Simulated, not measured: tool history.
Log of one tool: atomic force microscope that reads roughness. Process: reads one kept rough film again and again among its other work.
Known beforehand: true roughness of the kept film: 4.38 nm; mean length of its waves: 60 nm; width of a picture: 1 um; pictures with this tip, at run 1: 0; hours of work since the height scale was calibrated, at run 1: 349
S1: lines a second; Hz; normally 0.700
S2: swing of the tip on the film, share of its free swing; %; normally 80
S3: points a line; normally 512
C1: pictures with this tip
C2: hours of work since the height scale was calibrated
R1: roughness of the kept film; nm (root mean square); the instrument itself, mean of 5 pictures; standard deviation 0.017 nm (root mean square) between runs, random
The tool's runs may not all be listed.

Run 1, hour 0.0: usual settings; C1 0; C2 349. Result: R1 4.001 nm (root mean square).
Run 2, hour 21.0: usual settings but S1 0.920 Hz; C1 25; C2 360. Result: R1 3.897 nm (root mean square).
Run 3, hour 38.0: usual settings but S1 0.920 Hz; C1 44; C2 370. Result: R1 3.844 nm (root mean square).
Run 4, hour 53.1: usual settings; C1 62; C2 378. Result: R1 3.839 nm (root mean square).
Run 5, hour 69.7: usual settings; C1 81; C2 387. Result: R1 3.770 nm (root mean square).
Run 6, hour 93.2: usual settings; C1 109; C2 400. Result: R1 3.686 nm (root mean square).
At hour 101.8: new tip fitted.
Run 7, hour 114.6: usual settings; C1 15; C2 411. Result: R1 3.972 nm (root mean square).
Run 8, hour 128.3: usual settings but S2 59 %; C1 31; C2 419. Result: R1 4.080 nm (root mean square).
Run 9, hour 151.2: usual settings but S2 59 %; C1 58; C2 431. Result: R1 3.954 nm (root mean square).
Run 10, hour 173.0: usual settings but S2 59 %; C1 83; C2 443. Result: R1 3.923 nm (root mean square).
Run 11, hour 192.8: usual settings but S1 3.077 Hz, S2 59 %; C1 107; C2 454. Result: R1 3.648 nm (root mean square).
At hour 203.7: new tip fitted.
Run 12, hour 208.9: usual settings but S1 3.077 Hz, S2 59 %; C1 6; C2 463. Result: R1 3.947 nm (root mean square).
Run 13, hour 228.0: usual settings but S1 3.077 Hz, S2 59 %; C1 28; C2 473. Result: R1 3.870 nm (root mean square).
Run 14, hour 251.4: usual settings but S1 2.885 Hz; C1 55; C2 486. Result: R1 3.376 nm (root mean square).
Run 15, hour 262.5: usual settings but S1 2.885 Hz; C1 68; C2 492. Result: R1 3.338 nm (root mean square).
Run 16, hour 282.8: usual settings but S1 2.885 Hz; C1 92; C2 503. Result: R1 3.280 nm (root mean square).
At hour 305.3: new tip fitted.
Run 17, hour 307.6: usual settings but S1 2.885 Hz; C1 2; C2 516. Result: R1 3.484 nm (root mean square).
Run 18, hour 321.4: usual settings but S1 2.885 Hz; C1 19; C2 524. Result: R1 3.474 nm (root mean square).
Run 19, hour 334.0: usual settings but S1 1.516 Hz, S2 79 %, S3 971; C1 33; C2 531. Result: R1 3.738 nm (root mean square).
Run 20, hour 352.7: usual settings but S1 1.279 Hz, S2 87 %; C1 55; C2 541. Result: R1 3.565 nm (root mean square).
At hour 354.9: height scale calibrated on a step standard.
Run 21, hour 375.9: usual settings but S1 1.279 Hz, S2 87 %; C1 81; C2 11. Result: R1 3.507 nm (root mean square).
Run 22, hour 400.4: usual settings but S1 1.668 Hz, S2 85 %, S3 295; C1 110; C2 25. Result: R1 3.344 nm (root mean square).

Run 23 has not been measured yet. What should we expect?
At hour 407.7: new tip fitted.
Run 23, hour 420.5: usual settings but S2 59 %; C1 14; C2 36. Result: R1 ?.

Run 23 gave R1 4.101 nm (root mean square).
Without the tool's hidden state the same run would have given R1 4.174 nm (root mean square).
